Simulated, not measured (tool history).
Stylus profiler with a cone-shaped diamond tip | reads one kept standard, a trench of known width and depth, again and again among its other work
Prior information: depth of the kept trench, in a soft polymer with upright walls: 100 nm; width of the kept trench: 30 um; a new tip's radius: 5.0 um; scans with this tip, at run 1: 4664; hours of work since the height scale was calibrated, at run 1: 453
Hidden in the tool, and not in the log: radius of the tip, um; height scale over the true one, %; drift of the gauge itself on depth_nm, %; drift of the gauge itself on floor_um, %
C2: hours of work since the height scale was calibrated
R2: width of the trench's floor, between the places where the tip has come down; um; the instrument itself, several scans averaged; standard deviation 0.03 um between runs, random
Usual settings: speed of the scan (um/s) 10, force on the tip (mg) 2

{"run": 1, "hour": 0.0, "speed of the scan (um/s)": 10, "force on the tip (mg)": 2, "scans with this tip": 4664, "C2": 453, "depth of the trench (nm)": 100.38, "R2": 27.88}
{"run": 2, "hour": 10.8, "speed of the scan (um/s)": 10, "force on the tip (mg)": 2, "scans with this tip": 4733, "C2": 459, "depth of the trench (nm)": 100.41, "R2": 27.94}
{"run": 3, "hour": 26.4, "speed of the scan (um/s)": 10, "force on the tip (mg)": 2, "scans with this tip": 4833, "C2": 469, "depth of the trench (nm)": 100.39, "R2": 27.89}
{"run": 4, "hour": 47.7, "speed of the scan (um/s)": 10, "force on the tip (mg)": 2.76, "scans with this tip": 4969, "C2": 482, "depth of the trench (nm)": 100.51, "R2": 27.89}
{"run": 5, "hour": 65.0, "speed of the scan (um/s)": 17, "force on the tip (mg)": 2, "scans with this tip": 5080, "C2": 493, "depth of the trench (nm)": 100.41, "R2": 27.91}
{"run": 6, "hour": 77.2, "speed of the scan (um/s)": 17, "force on the tip (mg)": 2, "scans with this tip": 5159, "C2": 501, "depth of the trench (nm)": 100.37, "R2": 27.82}
{"run": 7, "hour": 96.5, "speed of the scan (um/s)": 19, "force on the tip (mg)": 2, "scans with this tip": 5282, "C2": 513, "depth of the trench (nm)": 100.38, "R2": 27.8}
{"run": 8, "hour": 106.5, "speed of the scan (um/s)": 37, "force on the tip (mg)": 2, "scans with this tip": 5347, "C2": 519, "depth of the trench (nm)": 100.36, "R2": 27.82}
{"run": 9, "hour": 129.6, "speed of the scan (um/s)": 10, "force on the tip (mg)": 2, "scans with this tip": 5495, "C2": 533, "depth of the trench (nm)": 100.4, "R2": 27.87}
{"run": 10, "hour": 142.4, "speed of the scan (um/s)": 10, "force on the tip (mg)": 0.74, "scans with this tip": 5577, "C2": 541, "depth of the trench (nm)": 100.15, "R2": 27.85}
{"run": 11, "hour": 159.2, "speed of the scan (um/s)": 12, "force on the tip (mg)": 2, "scans with this tip": 5685, "C2": 552, "depth of the trench (nm)": 100.38, "R2": 27.81}
{"run": 12, "hour": 181.9, "speed of the scan (um/s)": 12, "force on the tip (mg)": 2, "scans with this tip": 5830, "C2": 566, "depth of the trench (nm)": 100.4, "R2": 27.87}
{"run": 13, "hour": 196.7, "speed of the scan (um/s)": 12, "force on the tip (mg)": 2, "scans with this tip": 5925, "C2": 575, "depth of the trench (nm)": 100.39, "R2": 27.82}
{"run": 14, "hour": 217.7, "speed of the scan (um/s)": 3, "force on the tip (mg)": 2, "scans with this tip": 6060, "C2": 588, "depth of the trench (nm)": 100.41, "R2": 27.93}
{"run": 15, "hour": 242.0, "speed of the scan (um/s)": 3, "force on the tip (mg)": 2, "scans with this tip": 6216, "C2": 603, "depth of the trench (nm)": 100.38, "R2": 27.91}
{"run": 16, "hour": 263.1, "speed of the scan (um/s)": 10, "force on the tip (mg)": 2, "scans with this tip": 6351, "C2": 617, "depth of the trench (nm)": 100.38, "R2": 27.87}
{"run": 17, "hour": 275.6, "speed of the scan (um/s)": 24, "force on the tip (mg)": 2, "scans with this tip": 6431, "C2": 624, "depth of the trench (nm)": 100.33, "R2": 27.78}
{"run": 18, "hour": 294.6, "speed of the scan (um/s)": 10, "force on the tip (mg)": 2, "scans with this tip": 6553, "C2": 636, "depth of the trench (nm)": 100.41, "R2": 27.85}
{"run": 19, "hour": 308.8, "speed of the scan (um/s)": 10, "force on the tip (mg)": 2, "scans with this tip": 6644, "C2": 645, "depth of the trench (nm)": 100.35, "R2": 27.83}
{"hour": 310.4, "done": "height scale calibrated on a step standard"}
{"run": 20, "hour": 329.8, "speed of the scan (um/s)": 10, "force on the tip (mg)": 4.46, "scans with this tip": 6775, "C2": 12, "depth of the trench (nm)": 100.59, "R2": 27.92}
{"run": 21, "hour": 352.7, "speed of the scan (um/s)": 5, "force on the tip (mg)": 1.66, "scans with this tip": 6923, "C2": 26, "depth of the trench (nm)": 100.18, "R2": 27.89}
{"run": 22, "hour": 371.1, "speed of the scan (um/s)": 10, "force on the tip (mg)": 2, "scans with this tip": 7040, "C2": 38, "depth of the trench (nm)": 100.24, "R2": 27.81}
{"run": 23, "hour": 392.4, "speed of the scan (um/s)": 10, "force on the tip (mg)": 2, "scans with this tip": 7177, "C2": 51, "depth of the trench (nm)": 100.23, "R2": 27.87}
{"run": 24, "hour": 407.4, "speed of the scan (um/s)": 2, "force on the tip (mg)": 3, "scans with this tip": 7274, "C2": 60, "depth of the trench (nm)": 100.45, "R2": 27.89}
{"hour": 430.6, "done": "height scale calibrated on a step standard, once more"}
{"run": 25, "hour": 431.1, "speed of the scan (um/s)": 2, "force on the tip (mg)": 3, "scans with this tip": 7422, "C2": 0, "depth of the trench (nm)": 100.69, "R2": 27.85}
{"run": 26, "hour": 447.5, "speed of the scan (um/s)": 2, "force on the tip (mg)": 3, "scans with this tip": 7527, "C2": 11, "depth of the trench (nm)": 100.69, "R2": 27.94}
{"run": 27, "hour": 460.7, "speed of the scan (um/s)": 2, "force on the tip (mg)": 3, "scans with this tip": 7612, "C2": 19, "depth of the trench (nm)": 100.73, "R2": 27.89}
{"run": 28, "hour": 475.3, "speed of the scan (um/s)": 37, "force on the tip (mg)": 3, "scans with this tip": 7705, "C2": 28, "depth of the trench (nm)": 100.72, "R2": 27.69}
{"run": 29, "hour": 491.8, "speed of the scan (um/s)": 9, "force on the tip (mg)": 4.56, "scans with this tip": 7811, "C2": 38, "depth of the trench (nm)": 100.92, "R2": 27.87}
{"run": 30, "hour": 503.6, "speed of the scan (um/s)": 2, "force on the tip (mg)": 3.64, "scans with this tip": 7887, "C2": 45, "depth of the trench (nm)": 100.82, "R2": 27.91}
{"run": 31, "hour": 522.5, "speed of the scan (um/s)": 20, "force on the tip (mg)": 2.36, "scans with this tip": 8008, "C2": 57, "depth of the trench (nm)": 100.57, "R2": 27.79}
{"run": 32, "hour": 542.2, "speed of the scan (um/s)": 27, "force on the tip (mg)": 2.74, "scans with this tip": 8135, "C2": 69, "depth of the trench (nm)": 100.65, "R2": 27.7}
{"run": 33, "hour": 552.0, "speed of the scan (um/s)": 13, "force on the tip (mg)": 2.74, "scans with this tip": 8198, "C2": 76, "depth of the trench (nm)": 100.64, "R2": 27.84}
{"run": 34, "hour": 569.3, "speed of the scan (um/s)": 9, "force on the tip (mg)": 5.92, "scans with this tip": 8309, "C2": 86, "depth of the trench (nm)": 101.09, "R2": 27.84}
{"run": 35, "hour": 580.8, "speed of the scan (um/s)": 9, "force on the tip (mg)": 5.92, "scans with this tip": 8382, "C2": 94, "depth of the trench (nm)": 101.06, "R2": 27.87}
{"run": 36, "hour": 602.8, "speed of the scan (um/s)": 10, "force on the tip (mg)": 3.78, "scans with this tip": 8523, "C2": 107, "depth of the trench (nm)": 100.8, "R2": 27.83}
{"run": 37, "hour": 621.0, "speed of the scan (um/s)": 10, "force on the tip (mg)": 3.78, "scans with this tip": 8640, "C2": 119, "depth of the trench (nm)": 100.81, "R2": 27.82}
{"run": 38, "hour": 642.7, "speed of the scan (um/s)": 10, "force on the tip (mg)": 2.81, "scans with this tip": 8779, "C2": 132, "depth of the trench (nm)": 100.64, "R2": 27.87}
{"run": 39, "hour": 653.9, "speed of the scan (um/s)": 3, "force on the tip (mg)": 5.16, "scans with this tip": 8851, "C2": 139, "depth of the trench (nm)": 100.96, "R2": 27.88}
{"run": 40, "hour": 665.0, "speed of the scan (um/s)": 6, "force on the tip (mg)": 1.97, "scans with this tip": 8923, "C2": 146, "depth of the trench (nm)": 100.49, "R2": 27.79}

Entry by entry between the runs, the difference in hidden state between the last listed run before and the first listed run after:
In the gap between runs 19 and 20: height scale calibrated on a step standard (hour 310.4)
  radius of the tip, um: 5.48 -> 5.49; height scale over the true one, %: -0.176 -> -0.267
  what was measured, less what the result would be without the hidden state, depth of the trench (nm): -0.18 -> -0.27; R2: -0.1 -> -0.09 um
In the gap between runs 24 and 25: height scale calibrated on a step standard, once more (hour 430.6)
  radius of the tip, um: 5.54 -> 5.56; height scale over the true one, %: -0.28 -> 0.011
  what was measured, less what the result would be without the hidden state, depth of the trench (nm): -0.28 -> +0.01; R2: -0.11 -> -0.11 um
